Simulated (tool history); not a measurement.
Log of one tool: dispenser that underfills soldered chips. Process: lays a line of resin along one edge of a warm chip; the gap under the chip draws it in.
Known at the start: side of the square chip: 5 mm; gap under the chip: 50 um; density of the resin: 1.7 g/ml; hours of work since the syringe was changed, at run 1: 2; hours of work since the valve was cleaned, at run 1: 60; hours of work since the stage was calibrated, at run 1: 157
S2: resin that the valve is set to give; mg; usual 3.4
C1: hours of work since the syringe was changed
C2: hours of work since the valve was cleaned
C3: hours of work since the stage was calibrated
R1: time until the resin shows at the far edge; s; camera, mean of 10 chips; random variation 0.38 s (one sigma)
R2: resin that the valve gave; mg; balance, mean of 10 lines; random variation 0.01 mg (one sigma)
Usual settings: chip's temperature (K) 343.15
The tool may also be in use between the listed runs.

Run 1, hour 0: usual settings; C1 2; C2 60; C3 157. Result: R1 26.7 s, R2 3.33 mg.
Run 2, hour 3: usual settings; C1 4; C2 62; C3 159. Result: R1 30.3 s, R2 3.32 mg.
At hour 7.4: new syringe of resin.
Run 3, hour 8.1: usual settings; C1 0; C2 65; C3 162. Result: R1 24.4 s, R2 3.31 mg.
Run 4, hour 14: usual settings but chip's temperature (K) 339.15; C1 4; C2 68; C3 166. Result: R1 34.7 s, R2 3.31 mg.
At hour 18.5: new syringe of resin.
Run 5, hour 20.7: usual settings but S2 3.76 mg; C1 1; C2 73; C3 170. Result: R1 26.2 s, R2 3.64 mg.
Run 6, hour 25.8: usual settings but S2 3.05 mg; C1 5; C2 76; C3 173. Result: R1 32 s, R2 2.96 mg.
At hour 29.7: new syringe of resin.
Run 7, hour 32.8: usual settings but S2 3.05 mg; C1 2; C2 80; C3 178. Result: R1 28.3 s, R2 2.95 mg.
Run 8, hour 37.9: usual settings but S2 3.05 mg; C1 5; C2 84; C3 181. Result: R1 33.4 s, R2 2.94 mg.
At hour 40.9: new syringe of resin.
Run 9, hour 43.2: usual settings but S2 3.05 mg; C1 2; C2 87; C3 184. Result: R1 27 s, R2 2.95 mg.
Run 10, hour 46.7: usual settings but chip's temperature (K) 350.15, S2 4.26 mg; C1 4; C2 89; C3 186. Result: R1 24.9 s, R2 4.1 mg.

Run 11 comes next. What will it give?
Run 11, hour 49.9: usual settings but chip's temperature (K) 354.15, S2 3 mg; C1 6; C2 91; C3 188. Result: R1 ?, R2 ?.

R1: 25.6 s
R2: 2.91 mg
Without the tool's hidden state the same run would have given R1 17.3 s, R2 3.02 mg.
